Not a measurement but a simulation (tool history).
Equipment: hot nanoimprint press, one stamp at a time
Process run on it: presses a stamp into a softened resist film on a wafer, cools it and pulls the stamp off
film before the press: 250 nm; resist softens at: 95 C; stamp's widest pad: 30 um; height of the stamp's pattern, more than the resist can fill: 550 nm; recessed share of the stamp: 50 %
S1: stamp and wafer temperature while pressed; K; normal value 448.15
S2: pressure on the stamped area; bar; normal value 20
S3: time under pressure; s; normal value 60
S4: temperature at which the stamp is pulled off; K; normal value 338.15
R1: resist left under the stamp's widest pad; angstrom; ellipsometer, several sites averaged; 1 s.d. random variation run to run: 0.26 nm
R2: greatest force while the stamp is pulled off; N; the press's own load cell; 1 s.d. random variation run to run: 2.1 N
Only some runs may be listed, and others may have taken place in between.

run   hour      S1    S2   S3      S4    R1   R2
  1      0  448.15    20   60  338.15  1349  104
  2     21  448.15    20   60  325.15  1350  114
  3   45.8  448.15    20   60  325.15  1344  114
  4   72.4  448.15    20   60  325.15  1357  119
  5   94.8  448.15    20   60  325.15  1354  122
  6  125.1  448.15    20   60  338.15  1358  107
  7    164  448.15    20   60  338.15  1358  117
  8  190.2  448.15    20   73  338.15  1274  116
  9  212.2  448.15  16.2   60  338.15  1474  119
     218.2  -- plate thermocouple calibrated
 10  233.8  444.15    20   60  338.15  1508  112
 11  254.1  448.15    20   60  338.15  1375  123
 12  283.9  448.15    20   60  338.15  1381  117
 13  313.1  448.15    20   60  338.15  1382  126
 14  336.5  448.15    20   60  338.15  1384  134
 15  356.4  438.15    20   60  338.15  1729  129
 16  374.1  445.15    20   75  330.15  1383  135
 17  407.3  440.15  28.2   81  338.15  1341  128
     419.5  -- stamp cleaned and given a new release coat
 18  436.6  439.15  12.6   96  338.15  1726   93
     443.1  -- plate thermocouple calibrated, once more
 19  465.3  439.15  12.6  105  338.15  1636   97
 20  485.1  448.15    20   87  331.15  1178  108
 21  516.1  448.15    20   87  331.15  1182  105
 22    551  448.15  18.9   60  339.15  1383   97
 23    588  448.15  30.3   49  324.15  1237  115
 24  616.3  450.15  17.7   84  345.15  1207  102
 25  651.6  458.15    20   60  341.15  1082  110
 26  676.1  458.15    20   77  341.15   983  103
 27  706.3  458.15    20   77  341.15   984  112
 28  731.9  458.15    20   77  341.15   979  108
 29  752.3  448.15    20  117  330.15  1077  123

Pick out some run-to-run changes in R1. Of each, how much would a tool without hidden state show as well, from the settings, what came in and chance, and how much is left for the hidden state and any gauge scatter not in both results compared?
The hidden state here: true temperature over the reading, C; pressure that arrives at the usual setting, %; grip of the stamp's worn release coat, % over a new coat's; drift of the gauge itself on residual_nm, %; drift of the gauge itself on pull_off_n, %.
Run 9 -> 10: S1 448.15 -> 444.15, S2 16.2 -> 20, plate thermocouple calibrated. R1 +34 angstrom: hidden state +17, all else +17.
Run 17 -> 18: S1 440.15 -> 439.15, S2 28.2 -> 12.6, S3 81 -> 96, stamp cleaned and given a new release coat. R1 +385 angstrom: hidden state -5, all else +390.
Run 18 -> 19: S3 96 -> 105, plate thermocouple calibrated, once more. R1 -90 angstrom: hidden state -48, all else -42.
Run 19 -> 20: S1 439.15 -> 448.15, S2 12.6 -> 20, S3 105 -> 87, S4 338.15 -> 331.15. R1 -458 angstrom: hidden state +3, all else -461.

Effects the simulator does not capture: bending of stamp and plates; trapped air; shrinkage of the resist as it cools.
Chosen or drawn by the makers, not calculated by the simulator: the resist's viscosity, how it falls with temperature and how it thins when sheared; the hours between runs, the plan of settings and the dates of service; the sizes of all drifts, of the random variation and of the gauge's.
